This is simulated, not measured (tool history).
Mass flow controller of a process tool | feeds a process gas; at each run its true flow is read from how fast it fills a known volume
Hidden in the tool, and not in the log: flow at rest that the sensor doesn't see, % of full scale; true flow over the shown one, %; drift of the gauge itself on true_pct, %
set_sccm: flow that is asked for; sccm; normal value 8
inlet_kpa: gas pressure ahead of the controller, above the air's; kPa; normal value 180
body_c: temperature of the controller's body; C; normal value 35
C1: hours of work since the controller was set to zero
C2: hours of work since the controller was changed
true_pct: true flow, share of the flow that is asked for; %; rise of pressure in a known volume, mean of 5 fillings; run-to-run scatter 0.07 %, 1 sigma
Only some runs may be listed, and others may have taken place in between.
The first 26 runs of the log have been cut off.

Run 27, hour 1798: usual settings but inlet_kpa 199 kPa, body_c 27 C; C1 4757; C2 4757. Result: true_pct 104.01 %.
Run 28, hour 1881.8: usual settings but set_sccm 5 sccm, inlet_kpa 217 kPa; C1 4809; C2 4809. Result: true_pct 103.94 %.
Run 29, hour 1966.1: usual settings but inlet_kpa 142 kPa; C1 4861; C2 4861. Result: true_pct 103.7 %.
Run 30, hour 2065.6: usual settings but set_sccm 3 sccm, inlet_kpa 142 kPa; C1 4923; C2 4923. Result: true_pct 106.05 %.
Run 31, hour 2160.7: usual settings but set_sccm 3 sccm, inlet_kpa 142 kPa; C1 4982; C2 4982. Result: true_pct 105.94 %.
Run 32, hour 2223.8: usual settings but set_sccm 3 sccm, inlet_kpa 142 kPa; C1 5022; C2 5022. Result: true_pct 106.13 %.
Run 33, hour 2285.6: usual settings but set_sccm 3 sccm, inlet_kpa 142 kPa; C1 5060; C2 5060. Result: true_pct 106.09 %.
Run 34, hour 2349.2: usual settings but set_sccm 4 sccm, inlet_kpa 185 kPa, body_c 27 C; C1 5100; C2 5100. Result: true_pct 105.58 %.
Run 35, hour 2392.7: usual settings but set_sccm 4 sccm, inlet_kpa 185 kPa, body_c 27 C; C1 5127; C2 5127. Result: true_pct 105.63 %.
Run 36, hour 2441.3: usual settings but set_sccm 4 sccm, inlet_kpa 185 kPa, body_c 27 C; C1 5157; C2 5157. Result: true_pct 105.78 %.
Run 37, hour 2539.4: usual settings but set_sccm 4 sccm, inlet_kpa 185 kPa, body_c 27 C; C1 5218; C2 5218. Result: true_pct 105.77 %.
Run 38, hour 2593.1: usual settings but set_sccm 4 sccm, inlet_kpa 185 kPa, body_c 27 C; C1 5251; C2 5251. Result: true_pct 105.97 %.
Run 39, hour 2635: usual settings but set_sccm 14 sccm, inlet_kpa 204 kPa, body_c 21 C; C1 5277; C2 5277. Result: true_pct 104.67 %.
Run 40, hour 2706.1: usual settings but set_sccm 16 sccm, inlet_kpa 206 kPa, body_c 28 C; C1 5321; C2 5321. Result: true_pct 103.92 %.
Run 41, hour 2747.1: usual settings but body_c 25 C; C1 5347; C2 5347. Result: true_pct 104.86 %.
Run 42, hour 2824.3: usual settings but set_sccm 5 sccm, inlet_kpa 177 kPa, body_c 21 C; C1 5395; C2 5395. Result: true_pct 105.97 %.
Run 43, hour 2876.4: usual settings but set_sccm 4 sccm, inlet_kpa 211 kPa, body_c 27 C; C1 5427; C2 5427. Result: true_pct 105.77 %.
Run 44, hour 2961.6: usual settings; C1 5480; C2 5480. Result: true_pct 104.11 %.
Run 45, hour 3039.3: usual settings but set_sccm 4 sccm, inlet_kpa 154 kPa; C1 5528; C2 5528. Result: true_pct 105.65 %.
Run 46, hour 3118: usual settings but set_sccm 2 sccm, inlet_kpa 186 kPa; C1 5577; C2 5577. Result: true_pct 108.6 %.

The next listed run, before its measurement:
Run 47, hour 3200.9: usual settings but inlet_kpa 280 kPa; C1 5629; C2 5629. Result: true_pct ?.

{"run 47": {"true_pct": 103.5}}
Without the tool's hidden state the same run would have given true_pct 98.07 %.
